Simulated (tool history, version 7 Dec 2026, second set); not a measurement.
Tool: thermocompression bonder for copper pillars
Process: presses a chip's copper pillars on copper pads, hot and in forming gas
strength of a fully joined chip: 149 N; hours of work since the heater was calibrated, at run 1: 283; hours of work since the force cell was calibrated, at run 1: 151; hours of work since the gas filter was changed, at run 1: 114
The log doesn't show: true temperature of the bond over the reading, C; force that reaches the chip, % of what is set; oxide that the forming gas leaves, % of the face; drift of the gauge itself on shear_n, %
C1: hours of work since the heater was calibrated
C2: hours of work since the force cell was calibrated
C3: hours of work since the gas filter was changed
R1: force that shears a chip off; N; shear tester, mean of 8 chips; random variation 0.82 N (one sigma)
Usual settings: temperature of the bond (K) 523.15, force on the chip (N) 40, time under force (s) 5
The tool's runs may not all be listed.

{"run": 1, "day": 0.0, "temperature of the bond (K)": 523.15, "force on the chip (N)": 40, "time under force (s)": 5, "C1": 283, "C2": 151, "C3": 114, "R1": 63.5}
{"run": 2, "day": 0.3, "temperature of the bond (K)": 523.15, "force on the chip (N)": 40, "time under force (s)": 5, "C1": 288, "C2": 156, "C3": 118, "R1": 62.3}
{"run": 3, "day": 0.833, "temperature of the bond (K)": 523.15, "force on the chip (N)": 40, "time under force (s)": 5, "C1": 297, "C2": 164, "C3": 127, "R1": 62.2}
{"run": 4, "day": 1.442, "temperature of the bond (K)": 523.15, "force on the chip (N)": 40, "time under force (s)": 5, "C1": 306, "C2": 174, "C3": 136, "R1": 62}
{"run": 5, "day": 1.9, "temperature of the bond (K)": 523.15, "force on the chip (N)": 47, "time under force (s)": 5, "C1": 313, "C2": 181, "C3": 144, "R1": 66.7}
{"run": 6, "day": 2.35, "temperature of the bond (K)": 523.15, "force on the chip (N)": 47, "time under force (s)": 5, "C1": 320, "C2": 188, "C3": 151, "R1": 66.1}
{"run": 7, "day": 3.033, "temperature of the bond (K)": 523.15, "force on the chip (N)": 47, "time under force (s)": 5, "C1": 331, "C2": 199, "C3": 162, "R1": 65.1}
{"run": 8, "day": 3.692, "temperature of the bond (K)": 523.15, "force on the chip (N)": 47, "time under force (s)": 5, "C1": 342, "C2": 209, "C3": 172, "R1": 65.8}
{"run": 9, "day": 4.133, "temperature of the bond (K)": 523.15, "force on the chip (N)": 32, "time under force (s)": 5, "C1": 349, "C2": 216, "C3": 179, "R1": 53}
{"run": 10, "day": 4.55, "temperature of the bond (K)": 523.15, "force on the chip (N)": 40, "time under force (s)": 14, "C1": 355, "C2": 223, "C3": 185, "R1": 83.3}
{"run": 11, "day": 5.142, "temperature of the bond (K)": 523.15, "force on the chip (N)": 40, "time under force (s)": 14, "C1": 365, "C2": 232, "C3": 195, "R1": 83.6}
{"run": 12, "day": 5.758, "temperature of the bond (K)": 499.15, "force on the chip (N)": 40, "time under force (s)": 5, "C1": 374, "C2": 242, "C3": 205, "R1": 35.7}
{"run": 13, "day": 6.321, "temperature of the bond (K)": 499.15, "force on the chip (N)": 40, "time under force (s)": 5, "C1": 383, "C2": 251, "C3": 213, "R1": 37}
{"run": 14, "day": 6.629, "temperature of the bond (K)": 523.15, "force on the chip (N)": 40, "time under force (s)": 5, "C1": 388, "C2": 256, "C3": 218, "R1": 56.3}
{"run": 15, "day": 7.262, "temperature of the bond (K)": 523.15, "force on the chip (N)": 40, "time under force (s)": 5, "C1": 398, "C2": 266, "C3": 228, "R1": 56.8}
{"run": 16, "day": 7.838, "temperature of the bond (K)": 537.15, "force on the chip (N)": 40, "time under force (s)": 5, "C1": 407, "C2": 275, "C3": 237, "R1": 71.8}
{"run": 17, "day": 8.179, "temperature of the bond (K)": 537.15, "force on the chip (N)": 40, "time under force (s)": 5, "C1": 413, "C2": 280, "C3": 243, "R1": 71.8}
{"run": 18, "day": 8.733, "temperature of the bond (K)": 537.15, "force on the chip (N)": 40, "time under force (s)": 5, "C1": 421, "C2": 289, "C3": 252, "R1": 71.9}
{"run": 19, "day": 9.146, "temperature of the bond (K)": 521.15, "force on the chip (N)": 43, "time under force (s)": 3, "C1": 428, "C2": 296, "C3": 258, "R1": 46.3}
{"run": 20, "day": 9.675, "temperature of the bond (K)": 523.15, "force on the chip (N)": 47, "time under force (s)": 5, "C1": 436, "C2": 304, "C3": 266, "R1": 60.4}
{"day": 9.842, "done": "forming gas filter changed"}
{"run": 21, "day": 10.121, "temperature of the bond (K)": 523.15, "force on the chip (N)": 28, "time under force (s)": 5, "C1": 443, "C2": 311, "C3": 4, "R1": 52}
{"run": 22, "day": 10.562, "temperature of the bond (K)": 518.15, "force on the chip (N)": 42, "time under force (s)": 13, "C1": 450, "C2": 318, "C3": 11, "R1": 82.7}
{"run": 23, "day": 10.85, "temperature of the bond (K)": 552.15, "force on the chip (N)": 25, "time under force (s)": 13, "C1": 454, "C2": 322, "C3": 16, "R1": 103.9}
{"run": 24, "day": 11.325, "temperature of the bond (K)": 552.15, "force on the chip (N)": 25, "time under force (s)": 13, "C1": 462, "C2": 330, "C3": 23, "R1": 103.2}
{"run": 25, "day": 11.796, "temperature of the bond (K)": 527.15, "force on the chip (N)": 40, "time under force (s)": 5, "C1": 469, "C2": 337, "C3": 31, "R1": 66.3}
{"run": 26, "day": 12.179, "temperature of the bond (K)": 505.15, "force on the chip (N)": 26, "time under force (s)": 6, "C1": 475, "C2": 343, "C3": 37, "R1": 36.1}
{"run": 27, "day": 12.542, "temperature of the bond (K)": 505.15, "force on the chip (N)": 26, "time under force (s)": 6, "C1": 481, "C2": 349, "C3": 43, "R1": 34.9}
{"run": 28, "day": 13.158, "temperature of the bond (K)": 505.15, "force on the chip (N)": 26, "time under force (s)": 6, "C1": 491, "C2": 359, "C3": 52, "R1": 36.3}
{"run": 29, "day": 13.488, "temperature of the bond (K)": 502.15, "force on the chip (N)": 40, "time under force (s)": 5, "C1": 496, "C2": 364, "C3": 58, "R1": 39.3}
{"run": 30, "day": 13.946, "temperature of the bond (K)": 547.15, "force on the chip (N)": 55, "time under force (s)": 3, "C1": 503, "C2": 371, "C3": 65, "R1": 86.1}
{"run": 31, "day": 14.367, "temperature of the bond (K)": 499.15, "force on the chip (N)": 26, "time under force (s)": 5, "C1": 510, "C2": 378, "C3": 72, "R1": 27.8}
{"run": 32, "day": 15.021, "temperature of the bond (K)": 508.15, "force on the chip (N)": 48, "time under force (s)": 4, "C1": 520, "C2": 388, "C3": 82, "R1": 45.2}
{"run": 33, "day": 15.404, "temperature of the bond (K)": 510.15, "force on the chip (N)": 25, "time under force (s)": 14, "C1": 526, "C2": 394, "C3": 88, "R1": 53}

The next listed run, before its measurement:
{"run": 34, "day": 15.946, "temperature of the bond (K)": 536.15, "force on the chip (N)": 48, "time under force (s)": 5, "C1": 535, "C2": 403, "C3": 96, "R1": "?"}

{"run 34": {"R1": 81.8}}
Without the tool's hidden state the same run would have given R1 94.5 N.
